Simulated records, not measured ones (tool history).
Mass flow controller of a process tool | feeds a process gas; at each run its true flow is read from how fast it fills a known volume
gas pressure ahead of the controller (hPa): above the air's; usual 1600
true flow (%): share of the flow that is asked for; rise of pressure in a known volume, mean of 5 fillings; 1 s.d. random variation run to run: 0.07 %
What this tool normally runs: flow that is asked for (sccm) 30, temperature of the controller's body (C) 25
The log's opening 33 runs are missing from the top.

run,day,flow that is asked for (sccm),gas pressure ahead of the controller (hPa),temperature of the controller's body (C),hours of work since the controller was set to zero,hours of work since the controller was changed,true flow (%)
34,127.292,10,2160,26,1159,5176,95.17
35,131.242,10,2160,26,1231,5248,95.13
36,135.958,24,1910,21,1317,5333,96.78
37,139.258,16,1600,35,1377,5393,94.85
38,144.308,17,2130,35,1469,5485,94.66
39,147.104,17,2510,35,1520,5536,94.44
40,149.988,30,1970,37,1572,5589,95.39
41,152.9,25,2530,25,1625,5642,96.18
42,156.158,25,2530,25,1684,5701,96.16
43,159.783,25,2230,25,1750,5767,96.17
44,163.779,25,2030,32,1823,5840,95.44
45,169.108,25,2030,32,1920,5937,95.48
46,172.729,47,2030,36,1986,6002,96.26
47,178.367,11,1600,25,2088,6105,94.6

Below are 5 alternative next runs, each starting from the tool's condition after run 47. Predict each:
A,183.829,41,1580,24,2188,6204,?
B,183.829,11,1460,25,2188,6204,?
C,183.829,14,2380,25,2188,6204,?
D,183.829,12,1600,33,2188,6204,?
E,183.829,6,2460,25,2188,6204,?

run,true flow (%)
A,97.16
B,94.72
C,94.86
D,94.03
E,93.05
Without the tool's hidden state the same runs would have given:
run,true flow (%)
A,99.79
B,98.36
C,98.21
D,97.56
E,97.85
